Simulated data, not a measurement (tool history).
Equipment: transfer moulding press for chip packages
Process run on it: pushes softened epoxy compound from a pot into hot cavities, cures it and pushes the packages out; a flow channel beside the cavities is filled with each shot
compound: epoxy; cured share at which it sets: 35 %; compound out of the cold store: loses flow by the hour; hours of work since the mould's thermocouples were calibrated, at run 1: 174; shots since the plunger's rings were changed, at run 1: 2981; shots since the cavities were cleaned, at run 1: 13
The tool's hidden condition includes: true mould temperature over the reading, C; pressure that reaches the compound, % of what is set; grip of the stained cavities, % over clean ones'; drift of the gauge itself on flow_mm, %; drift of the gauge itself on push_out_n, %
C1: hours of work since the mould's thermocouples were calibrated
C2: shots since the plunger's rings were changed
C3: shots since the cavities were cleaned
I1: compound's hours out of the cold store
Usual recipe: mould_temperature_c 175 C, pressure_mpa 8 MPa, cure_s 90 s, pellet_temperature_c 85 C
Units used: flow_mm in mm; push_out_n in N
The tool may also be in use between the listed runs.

run 1 hour=0 | mould_temperature_c=175 pressure_mpa=8 cure_s=90 pellet_temperature_c=85 | C1=174 C2=2981 C3=13 | I1=34.9 | flow_mm=595 push_out_n=290
-- hour=52.1 cavities cleaned with cleaning compound and waxed
run 2 hour=57 | mould_temperature_c=175 pressure_mpa=8 cure_s=90 pellet_temperature_c=85 | C1=214 C2=3685 C3=62 | I1=47.4 | flow_mm=550 push_out_n=301
-- hour=77.7 plunger's sealing rings changed
run 3 hour=101.9 | mould_temperature_c=175 pressure_mpa=8 cure_s=90 pellet_temperature_c=85 | C1=244 C2=306 C3=599 | I1=43.1 | flow_mm=588 push_out_n=470
-- hour=105.7 cavities cleaned with cleaning compound and waxed
run 4 hour=126.4 | mould_temperature_c=175 pressure_mpa=8 cure_s=90 pellet_temperature_c=85 | C1=260 C2=599 C3=262 | I1=39.2 | flow_mm=597 push_out_n=384
run 5 hour=154.2 | mould_temperature_c=175 pressure_mpa=8 cure_s=90 pellet_temperature_c=85 | C1=279 C2=952 C3=615 | I1=29.2 | flow_mm=629 push_out_n=497
-- hour=159 cavities cleaned with cleaning compound and waxed
run 6 hour=204.4 | mould_temperature_c=175 pressure_mpa=8 cure_s=90 pellet_temperature_c=85 | C1=314 C2=1569 C3=576 | I1=25.6 | flow_mm=632 push_out_n=475
-- hour=210.5 cavities cleaned with cleaning compound and waxed
run 7 hour=259.6 | mould_temperature_c=175 pressure_mpa=8 cure_s=90 pellet_temperature_c=90 | C1=352 C2=2251 C3=624 | I1=36.9 | flow_mm=592 push_out_n=469
-- hour=264.1 cavities cleaned with cleaning compound and waxed
run 8 hour=286.6 | mould_temperature_c=175 pressure_mpa=8 cure_s=90 pellet_temperature_c=85 | C1=370 C2=2574 C3=285 | I1=21.4 | flow_mm=640 push_out_n=397
-- hour=318.7 cavities cleaned with cleaning compound and waxed
run 9 hour=333.8 | mould_temperature_c=175 pressure_mpa=8 cure_s=90 pellet_temperature_c=85 | C1=402 C2=3154 C3=191 | I1=27.7 | flow_mm=611 push_out_n=352
run 10 hour=364.2 | mould_temperature_c=175 pressure_mpa=8 cure_s=90 pellet_temperature_c=85 | C1=423 C2=3540 C3=577 | I1=25.7 | flow_mm=617 push_out_n=464
-- hour=370.9 cavities cleaned with cleaning compound and waxed
-- hour=399.6 plunger's sealing rings changed
run 11 hour=407.9 | mould_temperature_c=175 pressure_mpa=8 cure_s=90 pellet_temperature_c=85 | C1=451 C2=106 C3=438 | I1=45.5 | flow_mm=580 push_out_n=422
-- hour=424.6 cavities cleaned with cleaning compound and waxed
run 12 hour=451.4 | mould_temperature_c=176 pressure_mpa=8 cure_s=90 pellet_temperature_c=85 | C1=481 C2=639 C3=340 | I1=45.2 | flow_mm=575 push_out_n=371
-- hour=478.2 cavities cleaned with cleaning compound and waxed
-- hour=489.2 mould's thermocouples calibrated
run 13 hour=490.6 | mould_temperature_c=175 pressure_mpa=8 cure_s=90 pellet_temperature_c=85 | C1=1 C2=1092 C3=133 | I1=9.8 | flow_mm=694 push_out_n=358
-- hour=534.7 cavities cleaned with cleaning compound and waxed
run 14 hour=548 | mould_temperature_c=175 pressure_mpa=8 cure_s=114 pellet_temperature_c=85 | C1=40 C2=1801 C3=169 | I1=19.7 | flow_mm=649 push_out_n=290
-- hour=585.8 cavities cleaned with cleaning compound and waxed
run 15 hour=599.5 | mould_temperature_c=175 pressure_mpa=8 cure_s=114 pellet_temperature_c=85 | C1=76 C2=2435 C3=174 | I1=35.4 | flow_mm=598 push_out_n=309
-- hour=637 cavities cleaned with cleaning compound and waxed
run 16 hour=651.2 | mould_temperature_c=170 pressure_mpa=6.89 cure_s=90 pellet_temperature_c=85 | C1=111 C2=3072 C3=180 | I1=45.9 | flow_mm=534 push_out_n=452
-- hour=689 cavities cleaned with cleaning compound and waxed
run 17 hour=689 | mould_temperature_c=170 pressure_mpa=6.89 cure_s=90 pellet_temperature_c=85 | C1=137 C2=3533 C3=0 | I1=12.5 | flow_mm=630 push_out_n=405
run 18 hour=717.2 | mould_temperature_c=170 pressure_mpa=6.89 cure_s=90 pellet_temperature_c=85 | C1=157 C2=3891 C3=358 | I1=12.8 | flow_mm=624 push_out_n=593
-- hour=722.7 plunger's sealing rings changed
-- hour=745.8 cavities cleaned with cleaning compound and waxed
run 19 hour=775.7 | mould_temperature_c=170 pressure_mpa=6.85 cure_s=90 pellet_temperature_c=85 | C1=195 C2=655 C3=381 | I1=15.8 | flow_mm=639 push_out_n=601
-- hour=796.9 cavities cleaned with cleaning compound and waxed
run 20 hour=805.6 | mould_temperature_c=179 pressure_mpa=9.59 cure_s=90 pellet_temperature_c=85 | C1=215 C2=1014 C3=109 | I1=29.4 | flow_mm=672 push_out_n=283
run 21 hour=845.6 | mould_temperature_c=179 pressure_mpa=9.59 cure_s=90 pellet_temperature_c=85 | C1=243 C2=1522 C3=617 | I1=27.7 | flow_mm=673 push_out_n=427
-- hour=851.5 cavities cleaned with cleaning compound and waxed
run 22 hour=889.4 | mould_temperature_c=179 pressure_mpa=9.59 cure_s=90 pellet_temperature_c=85 | C1=273 C2=2059 C3=481 | I1=38.3 | flow_mm=633 push_out_n=378
-- hour=904.1 cavities cleaned with cleaning compound and waxed
run 23 hour=920.7 | mould_temperature_c=174 pressure_mpa=9.59 cure_s=106 pellet_temperature_c=85 | C1=294 C2=2437 C3=211 | I1=39.1 | flow_mm=639 push_out_n=335
-- hour=957.2 cavities cleaned with cleaning compound and waxed
run 24 hour=975.9 | mould_temperature_c=175 pressure_mpa=8 cure_s=98 pellet_temperature_c=85 | C1=332 C2=3119 C3=238 | I1=19.3 | flow_mm=641 push_out_n=359
run 25 hour=1002 | mould_temperature_c=183 pressure_mpa=8 cure_s=98 pellet_temperature_c=84 | C1=351 C2=3449 C3=568 | I1=13.6 | flow_mm=635 push_out_n=378
-- hour=1009.8 cavities cleaned with cleaning compound and waxed
-- hour=1042.3 plunger's sealing rings changed
run 26 hour=1061.3 | mould_temperature_c=183 pressure_mpa=8 cure_s=98 pellet_temperature_c=84 | C1=390 C2=240 C3=621 | I1=43.7 | flow_mm=563 push_out_n=399

Branching from run 26: 3 alternative next runs. What would each branch give?
-- hour=1065.2 cavities cleaned with cleaning compound and waxed
run A hour=1099.5 | mould_temperature_c=171 pressure_mpa=8.11 cure_s=90 pellet_temperature_c=93 | C1=416 C2=707 C3=437 | I1=15.2 | flow_mm=? push_out_n=?
-- hour=1065.2 cavities cleaned with cleaning compound and waxed
run B hour=1099.5 | mould_temperature_c=183 pressure_mpa=8.29 cure_s=98 pellet_temperature_c=84 | C1=416 C2=707 C3=437 | I1=11.7 | flow_mm=? push_out_n=?
-- hour=1065.2 cavities cleaned with cleaning compound and waxed
run C hour=1099.5 | mould_temperature_c=183 pressure_mpa=8 cure_s=98 pellet_temperature_c=81 | C1=416 C2=707 C3=437 | I1=44.6 | flow_mm=? push_out_n=?

run=A flow_mm=690 push_out_n=530
run=B flow_mm=677 push_out_n=348
run=C flow_mm=561 push_out_n=348
With no hidden state in the tool, these same runs would have given:
run=A flow_mm=698 push_out_n=348
run=B flow_mm=685 push_out_n=222
run=C flow_mm=568 push_out_n=222
